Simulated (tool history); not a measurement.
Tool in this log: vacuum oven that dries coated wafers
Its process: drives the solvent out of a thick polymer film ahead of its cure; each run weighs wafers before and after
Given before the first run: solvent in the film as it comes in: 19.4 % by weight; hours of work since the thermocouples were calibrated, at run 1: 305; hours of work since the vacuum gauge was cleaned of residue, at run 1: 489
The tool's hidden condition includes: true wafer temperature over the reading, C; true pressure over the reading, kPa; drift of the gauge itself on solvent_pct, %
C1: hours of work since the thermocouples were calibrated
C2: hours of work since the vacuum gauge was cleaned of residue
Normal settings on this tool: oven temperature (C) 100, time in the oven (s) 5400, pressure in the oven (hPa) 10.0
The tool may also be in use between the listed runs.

{"run": 1, "hour": 0.0, "oven temperature (C)": 100, "time in the oven (s)": 5400, "pressure in the oven (hPa)": 10.0, "C1": 305, "C2": 489, "solvent left in the film (%)": 1.24}
{"run": 2, "hour": 27.9, "oven temperature (C)": 100, "time in the oven (s)": 5760, "pressure in the oven (hPa)": 10.0, "C1": 320, "C2": 504, "solvent left in the film (%)": 1.1}
{"run": 3, "hour": 49.7, "oven temperature (C)": 100, "time in the oven (s)": 5760, "pressure in the oven (hPa)": 10.0, "C1": 331, "C2": 515, "solvent left in the film (%)": 1.05}
{"run": 4, "hour": 80.5, "oven temperature (C)": 100, "time in the oven (s)": 5760, "pressure in the oven (hPa)": 10.0, "C1": 348, "C2": 531, "solvent left in the film (%)": 1.12}
{"run": 5, "hour": 126.2, "oven temperature (C)": 100, "time in the oven (s)": 5760, "pressure in the oven (hPa)": 10.0, "C1": 372, "C2": 556, "solvent left in the film (%)": 1.07}
{"run": 6, "hour": 168.5, "oven temperature (C)": 100, "time in the oven (s)": 5760, "pressure in the oven (hPa)": 10.0, "C1": 394, "C2": 578, "solvent left in the film (%)": 1.09}
{"run": 7, "hour": 190.3, "oven temperature (C)": 100, "time in the oven (s)": 5760, "pressure in the oven (hPa)": 10.0, "C1": 406, "C2": 589, "solvent left in the film (%)": 1.12}
{"run": 8, "hour": 236.3, "oven temperature (C)": 100, "time in the oven (s)": 5760, "pressure in the oven (hPa)": 10.0, "C1": 430, "C2": 614, "solvent left in the film (%)": 1.08}
{"run": 9, "hour": 278.3, "oven temperature (C)": 100, "time in the oven (s)": 5760, "pressure in the oven (hPa)": 18.4, "C1": 452, "C2": 636, "solvent left in the film (%)": 1.3}
{"run": 10, "hour": 302.8, "oven temperature (C)": 100, "time in the oven (s)": 5760, "pressure in the oven (hPa)": 18.4, "C1": 465, "C2": 649, "solvent left in the film (%)": 1.3}
{"run": 11, "hour": 338.7, "oven temperature (C)": 100, "time in the oven (s)": 5760, "pressure in the oven (hPa)": 18.4, "C1": 484, "C2": 668, "solvent left in the film (%)": 1.26}
{"run": 12, "hour": 372.9, "oven temperature (C)": 100, "time in the oven (s)": 5760, "pressure in the oven (hPa)": 18.4, "C1": 502, "C2": 686, "solvent left in the film (%)": 1.27}
{"run": 13, "hour": 410.3, "oven temperature (C)": 100, "time in the oven (s)": 5760, "pressure in the oven (hPa)": 18.4, "C1": 522, "C2": 706, "solvent left in the film (%)": 1.22}
{"run": 14, "hour": 458.7, "oven temperature (C)": 100, "time in the oven (s)": 5760, "pressure in the oven (hPa)": 18.4, "C1": 547, "C2": 731, "solvent left in the film (%)": 1.3}
{"run": 15, "hour": 501.6, "oven temperature (C)": 100, "time in the oven (s)": 5760, "pressure in the oven (hPa)": 18.4, "C1": 570, "C2": 754, "solvent left in the film (%)": 1.28}
{"run": 16, "hour": 532.1, "oven temperature (C)": 100, "time in the oven (s)": 5400, "pressure in the oven (hPa)": 10.0, "C1": 586, "C2": 770, "solvent left in the film (%)": 1.27}
{"run": 17, "hour": 577.2, "oven temperature (C)": 99, "time in the oven (s)": 5760, "pressure in the oven (hPa)": 6.2, "C1": 610, "C2": 794, "solvent left in the film (%)": 1.15}
{"run": 18, "hour": 623.0, "oven temperature (C)": 99, "time in the oven (s)": 5760, "pressure in the oven (hPa)": 6.2, "C1": 634, "C2": 818, "solvent left in the film (%)": 1.18}
{"run": 19, "hour": 671.9, "oven temperature (C)": 106, "time in the oven (s)": 7080, "pressure in the oven (hPa)": 13.4, "C1": 660, "C2": 844, "solvent left in the film (%)": 0.36}
{"run": 20, "hour": 710.8, "oven temperature (C)": 96, "time in the oven (s)": 7080, "pressure in the oven (hPa)": 23.5, "C1": 681, "C2": 865, "solvent left in the film (%)": 1.51}
{"run": 21, "hour": 759.4, "oven temperature (C)": 97, "time in the oven (s)": 3060, "pressure in the oven (hPa)": 5.3, "C1": 706, "C2": 890, "solvent left in the film (%)": 4.37}
{"run": 22, "hour": 796.0, "oven temperature (C)": 109, "time in the oven (s)": 3060, "pressure in the oven (hPa)": 13.8, "C1": 726, "C2": 910, "solvent left in the film (%)": 1.58}
{"run": 23, "hour": 835.4, "oven temperature (C)": 109, "time in the oven (s)": 3060, "pressure in the oven (hPa)": 13.8, "C1": 746, "C2": 930, "solvent left in the film (%)": 1.63}
{"run": 24, "hour": 885.7, "oven temperature (C)": 88, "time in the oven (s)": 3060, "pressure in the oven (hPa)": 8.8, "C1": 773, "C2": 957, "solvent left in the film (%)": 7.33}
{"run": 25, "hour": 908.6, "oven temperature (C)": 88, "time in the oven (s)": 3060, "pressure in the oven (hPa)": 8.8, "C1": 785, "C2": 969, "solvent left in the film (%)": 7.21}
{"run": 26, "hour": 945.9, "oven temperature (C)": 87, "time in the oven (s)": 5400, "pressure in the oven (hPa)": 13.8, "C1": 805, "C2": 989, "solvent left in the film (%)": 4.53}
{"run": 27, "hour": 976.3, "oven temperature (C)": 91, "time in the oven (s)": 3900, "pressure in the oven (hPa)": 14.5, "C1": 821, "C2": 1005, "solvent left in the film (%)": 5.03}
{"run": 28, "hour": 1007.6, "oven temperature (C)": 91, "time in the oven (s)": 3900, "pressure in the oven (hPa)": 14.5, "C1": 837, "C2": 1021, "solvent left in the film (%)": 5.08}
{"run": 29, "hour": 1035.5, "oven temperature (C)": 107, "time in the oven (s)": 8340, "pressure in the oven (hPa)": 10.0, "C1": 852, "C2": 1036, "solvent left in the film (%)": 0.24}
{"run": 30, "hour": 1083.2, "oven temperature (C)": 97, "time in the oven (s)": 8340, "pressure in the oven (hPa)": 10.0, "C1": 877, "C2": 1061, "solvent left in the film (%)": 0.68}
{"run": 31, "hour": 1118.7, "oven temperature (C)": 97, "time in the oven (s)": 8340, "pressure in the oven (hPa)": 10.0, "C1": 896, "C2": 1080, "solvent left in the film (%)": 0.73}
{"run": 32, "hour": 1155.8, "oven temperature (C)": 112, "time in the oven (s)": 5880, "pressure in the oven (hPa)": 10.7, "C1": 916, "C2": 1100, "solvent left in the film (%)": 0.27}

4 options for the next run, each taken on its own from the tool as it stands now. Forecast them:
{"run": "A", "hour": 1198.1, "oven temperature (C)": 110, "time in the oven (s)": 8640, "pressure in the oven (hPa)": 6.7, "C1": 938, "C2": 1122, "solvent left in the film (%)": "?"}
{"run": "B", "hour": 1198.1, "oven temperature (C)": 112, "time in the oven (s)": 5400, "pressure in the oven (hPa)": 13.1, "C1": 938, "C2": 1122, "solvent left in the film (%)": "?"}
{"run": "C", "hour": 1198.1, "oven temperature (C)": 99, "time in the oven (s)": 5400, "pressure in the oven (hPa)": 9.5, "C1": 938, "C2": 1122, "solvent left in the film (%)": "?"}
{"run": "D", "hour": 1198.1, "oven temperature (C)": 102, "time in the oven (s)": 5460, "pressure in the oven (hPa)": 10.5, "C1": 938, "C2": 1122, "solvent left in the film (%)": "?"}

run=A solvent_left_in_the_film_(%)=0.13
run=B solvent_left_in_the_film_(%)=0.37
run=C solvent_left_in_the_film_(%)=1.42
run=D solvent_left_in_the_film_(%)=1.00
Take away the tool's hidden state, keep each run's random variation, and the runs would have read:
run=A solvent_left_in_the_film_(%)=0.12
run=B solvent_left_in_the_film_(%)=0.36
run=C solvent_left_in_the_film_(%)=1.41
run=D solvent_left_in_the_film_(%)=0.99
